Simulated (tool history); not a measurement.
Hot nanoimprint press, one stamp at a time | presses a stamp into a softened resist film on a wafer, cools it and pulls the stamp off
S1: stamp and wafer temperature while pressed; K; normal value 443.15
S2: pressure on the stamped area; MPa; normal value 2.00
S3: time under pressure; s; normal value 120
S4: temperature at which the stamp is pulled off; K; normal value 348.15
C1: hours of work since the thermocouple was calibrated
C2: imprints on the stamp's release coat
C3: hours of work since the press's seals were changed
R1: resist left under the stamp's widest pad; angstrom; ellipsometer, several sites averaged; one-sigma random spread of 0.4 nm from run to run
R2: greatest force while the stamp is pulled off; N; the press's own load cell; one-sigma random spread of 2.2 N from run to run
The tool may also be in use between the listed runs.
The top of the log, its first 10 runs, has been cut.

run,hour,S1,S2,S3,S4,C1,C2,C3,R1,R2
11,349.1,445.15,2.00,120,348.15,147,571,585,2182,102
12,381.4,445.15,2.00,120,348.15,161,676,599,2185,106
13,434.7,453.15,2.00,120,348.15,183,850,621,1543,97
14,478.9,443.15,2.00,120,348.15,202,994,640,2373,101
15,522.5,443.15,2.00,120,348.15,221,1136,659,2369,100
16,574.5,443.15,2.00,120,348.15,243,1305,681,2374,102
17,618.7,443.15,2.00,63,339.15,262,1449,700,2825,111
18,657.2,446.15,2.00,120,348.15,279,1574,717,2095,103
19,691.0,443.15,2.00,101,346.15,293,1684,731,2491,106
20,721.9,443.15,2.00,101,346.15,306,1785,744,2490,103
21,761.8,443.15,1.35,101,346.15,323,1914,761,2869,104
22,817.2,443.15,2.00,78,348.15,347,2095,785,2674,103
23,854.4,443.15,2.00,78,348.15,363,2216,801,2669,100
24,895.7,443.15,2.00,89,348.15,381,2350,819,2584,104
# hour 933.2: stamp cleaned and given a new release coat
25,951.9,442.15,2.87,83,348.15,402,60,840,2370,102
26,997.0,443.15,2.69,120,335.15,422,207,859,2076,114
# hour 1014.1: plate thermocouple calibrated
# hour 1025.4: press's hydraulic seals changed and the load cell set to zero
27,1048.4,443.15,2.00,120,344.15,11,339,10,2368,103
28,1094.9,443.15,1.59,80,335.15,31,490,30,2871,113
29,1139.6,443.15,2.00,180,335.15,50,635,49,2085,115
30,1182.7,443.15,1.82,145,354.15,69,776,67,2328,93

Predict each of these 3 candidate next runs independently; none follows another, all start after run 30:
A,1224.9,448.15,2.59,120,340.15,87,913,85,?,?
B,1224.9,443.15,2.00,120,346.15,87,913,85,?,?
C,1224.9,443.15,1.82,121,354.15,87,913,85,?,?

run,R1,R2
A,1690,110
B,2373,103
C,2458,96
With no hidden state in the tool, these same runs would have given:
run,R1,R2
A,1689,110
B,2372,103
C,2458,95
